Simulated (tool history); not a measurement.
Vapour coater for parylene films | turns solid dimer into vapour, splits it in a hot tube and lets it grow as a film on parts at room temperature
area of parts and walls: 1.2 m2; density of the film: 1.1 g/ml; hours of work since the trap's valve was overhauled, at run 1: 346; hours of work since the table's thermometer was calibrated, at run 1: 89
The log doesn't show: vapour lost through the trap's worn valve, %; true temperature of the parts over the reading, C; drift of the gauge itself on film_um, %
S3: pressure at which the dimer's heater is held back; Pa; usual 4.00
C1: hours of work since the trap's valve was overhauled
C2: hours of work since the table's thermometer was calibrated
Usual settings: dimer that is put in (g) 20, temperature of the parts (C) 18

Run 1, hour 0.0: usual settings; C1 346; C2 89. Result: thickness of the film (um) 6.71.
Run 2, hour 33.5: usual settings; C1 371; C2 115. Result: thickness of the film (um) 6.79.
Run 3, hour 73.2: usual settings but dimer that is put in (g) 25; C1 401; C2 145. Result: thickness of the film (um) 8.27.
At hour 113.3: trap's valve overhauled.
Run 4, hour 115.2: usual settings; C1 1; C2 174. Result: thickness of the film (um) 7.28.
Run 5, hour 163.8: usual settings; C1 38; C2 210. Result: thickness of the film (um) 7.30.
Run 6, hour 204.5: usual settings; C1 69; C2 241. Result: thickness of the film (um) 7.24.
Run 7, hour 270.7: usual settings; C1 119; C2 291. Result: thickness of the film (um) 7.09.
Run 8, hour 318.8: usual settings; C1 156; C2 328. Result: thickness of the film (um) 7.12.
Run 9, hour 372.1: usual settings but dimer that is put in (g) 10; C1 196; C2 368. Result: thickness of the film (um) 3.52.
Run 10, hour 432.8: usual settings but dimer that is put in (g) 10; C1 242; C2 414. Result: thickness of the film (um) 3.47.
Run 11, hour 488.8: usual settings but dimer that is put in (g) 27; C1 285; C2 457. Result: thickness of the film (um) 9.11.
Run 12, hour 554.8: usual settings but dimer that is put in (g) 27; C1 335; C2 507. Result: thickness of the film (um) 9.18.
Run 13, hour 611.4: usual settings but dimer that is put in (g) 27, temperature of the parts (C) 12; C1 378; C2 550. Result: thickness of the film (um) 10.15.
Run 14, hour 642.6: usual settings; C1 402; C2 574. Result: thickness of the film (um) 6.62.
At hour 686.4: trap's valve overhauled.
Run 15, hour 705.7: usual settings; C1 15; C2 618. Result: thickness of the film (um) 7.17.
Run 16, hour 756.1: usual settings but dimer that is put in (g) 27, temperature of the parts (C) 23, S3 6.68 Pa; C1 53; C2 657. Result: thickness of the film (um) 7.89.
Run 17, hour 800.5: usual settings but dimer that is put in (g) 18, temperature of the parts (C) 24, S3 6.50 Pa; C1 87; C2 690. Result: thickness of the film (um) 5.21.
Run 18, hour 843.8: usual settings but dimer that is put in (g) 18, temperature of the parts (C) 26, S3 11.46 Pa; C1 119; C2 723. Result: thickness of the film (um) 4.61.
Run 19, hour 897.9: usual settings but temperature of the parts (C) 14, S3 4.35 Pa; C1 160; C2 764. Result: thickness of the film (um) 7.61.
Run 20, hour 935.4: usual settings but temperature of the parts (C) 14, S3 4.35 Pa; C1 189; C2 793. Result: thickness of the film (um) 7.46.
Run 21, hour 973.0: usual settings but temperature of the parts (C) 14, S3 4.35 Pa; C1 217; C2 821. Result: thickness of the film (um) 7.37.
Run 22, hour 1006.8: usual settings but dimer that is put in (g) 32, temperature of the parts (C) 20, S3 3.17 Pa; C1 243; C2 847. Result: thickness of the film (um) 10.80.
Run 23, hour 1050.9: usual settings but dimer that is put in (g) 32, temperature of the parts (C) 20, S3 3.17 Pa; C1 277; C2 880. Result: thickness of the film (um) 11.03.
Run 24, hour 1103.2: usual settings but dimer that is put in (g) 22, temperature of the parts (C) 22, S3 11.34 Pa; C1 316; C2 920. Result: thickness of the film (um) 5.91.
Run 25, hour 1144.9: usual settings but dimer that is put in (g) 14, temperature of the parts (C) 17, S3 9.46 Pa; C1 348; C2 952. Result: thickness of the film (um) 4.16.
Run 26, hour 1210.3: usual settings but temperature of the parts (C) 12; C1 397; C2 1001. Result: thickness of the film (um) 7.42.
Run 27, hour 1239.8: usual settings but dimer that is put in (g) 16, S3 3.43 Pa; C1 420; C2 1024. Result: thickness of the film (um) 5.30.
At hour 1255.0: trap's valve overhauled.
Run 28, hour 1293.7: usual settings but dimer that is put in (g) 16, S3 3.43 Pa; C1 29; C2 1061. Result: thickness of the film (um) 5.83.
Run 29, hour 1342.8: usual settings but dimer that is put in (g) 25, temperature of the parts (C) 16; C1 67; C2 1099. Result: thickness of the film (um) 9.32.
At hour 1361.6: table's thermometer calibrated.
Run 30, hour 1399.4: usual settings but temperature of the parts (C) 12, S3 2.75 Pa; C1 109; C2 29. Result: thickness of the film (um) 8.61.

Forecast each of these 3 alternatives for the next run:
Run A, hour 1458.4: usual settings but S3 10.58 Pa; C1 154; C2 73. Result: thickness of the film (um) ?.
Run B, hour 1458.4: usual settings but dimer that is put in (g) 25, temperature of the parts (C) 13, S3 2.75 Pa; C1 154; C2 73. Result: thickness of the film (um) ?.
Run C, hour 1458.4: usual settings but dimer that is put in (g) 17, temperature of the parts (C) 12, S3 2.75 Pa; C1 154; C2 73. Result: thickness of the film (um) ?.

run  thickness of the film (um)
  A                        6.15
  B                       10.37
  C                        7.29
Without the tool's hidden state the same runs would have given:
run  thickness of the film (um)
  A                        6.38
  B                       10.77
  C                        7.56
